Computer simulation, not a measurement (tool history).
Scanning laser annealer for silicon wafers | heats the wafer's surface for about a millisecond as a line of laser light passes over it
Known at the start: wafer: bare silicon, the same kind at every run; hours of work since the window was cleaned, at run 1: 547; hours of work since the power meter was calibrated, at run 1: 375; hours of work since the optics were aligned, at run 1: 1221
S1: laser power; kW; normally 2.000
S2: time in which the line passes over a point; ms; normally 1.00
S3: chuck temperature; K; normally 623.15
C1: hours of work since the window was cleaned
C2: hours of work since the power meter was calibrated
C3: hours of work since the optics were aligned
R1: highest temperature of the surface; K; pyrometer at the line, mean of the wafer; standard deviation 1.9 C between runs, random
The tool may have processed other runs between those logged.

run,hour,S1,S2,S3,C1,C2,C3,R1
1,0.0,2.000,1.00,623.15,547,375,1221,1429.15
2,15.0,2.000,1.00,623.15,556,384,1230,1427.15
3,31.0,2.000,1.21,623.15,565,393,1239,1503.15
4,45.3,2.092,1.21,623.15,574,402,1248,1551.15
5,61.0,2.137,1.21,623.15,583,411,1257,1583.15
6,75.5,2.137,1.21,623.15,591,419,1265,1580.15
7,97.2,2.137,1.21,623.15,604,432,1278,1582.15
# hour 100.7: window over the wafer cleaned
8,117.6,2.137,1.21,623.15,10,442,1289,1579.15
9,137.4,2.137,1.21,623.15,21,454,1300,1580.15
10,148.3,1.926,1.21,623.15,28,460,1306,1455.15
11,164.7,1.926,1.21,623.15,37,470,1316,1460.15
12,177.6,1.926,1.21,623.15,45,477,1323,1459.15
13,195.4,1.837,1.00,623.15,55,488,1334,1344.15
14,206.2,1.888,1.00,623.15,61,494,1340,1369.15
15,223.1,1.888,1.00,623.15,71,504,1350,1372.15
16,242.7,1.830,1.00,623.15,83,515,1361,1342.15
# hour 260.9: optics aligned, line set to its width
17,261.4,2.000,1.00,623.15,90,523,0,1430.15
18,270.4,2.000,1.00,623.15,96,528,6,1425.15
19,287.2,2.000,1.00,623.15,105,538,15,1427.15
20,309.0,2.000,1.00,623.15,118,551,28,1426.15
21,320.0,1.989,1.05,644.15,125,557,34,1460.15
22,335.8,2.000,1.18,619.15,134,566,44,1490.15
23,350.5,1.704,0.77,656.15,142,575,52,1235.15
24,364.4,2.066,0.75,619.15,150,583,60,1350.15
25,374.6,1.814,0.74,649.15,156,589,66,1264.15
26,391.1,1.814,0.74,649.15,166,598,76,1263.15
27,402.4,1.814,0.74,649.15,172,605,82,1266.15
28,422.6,1.799,0.79,611.15,184,617,94,1240.15
29,438.9,2.000,1.21,623.15,194,626,103,1502.15
30,454.1,2.000,1.21,623.15,202,635,112,1505.15
31,465.4,2.000,1.21,623.15,209,642,119,1503.15
32,480.0,2.000,1.21,623.15,217,650,127,1502.15
33,494.9,1.989,1.00,623.15,226,659,136,1422.15
34,513.2,2.183,1.00,592.15,237,669,147,1493.15
35,533.7,2.000,1.00,603.15,249,681,159,1407.15
36,546.6,2.105,1.14,615.15,256,689,166,1531.15
37,558.9,1.880,1.00,638.15,263,696,173,1382.15
38,578.7,2.108,1.18,607.15,275,707,185,1534.15
39,594.3,2.108,0.73,607.15,284,716,194,1350.15
40,607.0,2.108,0.73,607.15,291,724,201,1355.15

Alternative continuations, all from the tool just after run 40; predict every row:
A,624.2,2.000,1.03,633.15,301,734,211,?
B,624.2,1.779,0.88,607.15,301,734,211,?
C,624.2,2.000,1.02,661.15,301,734,211,?
D,624.2,2.108,0.95,633.15,301,734,211,?
E,624.2,2.108,0.98,607.15,301,734,211,?

run,R1
A,1449.15
B,1258.15
C,1471.15
D,1473.15
E,1458.15
Stripped of hidden state, with their random variation kept, the same runs would have yielded:
run,R1
A,1449.15
B,1258.15
C,1471.15
D,1473.15
E,1459.15
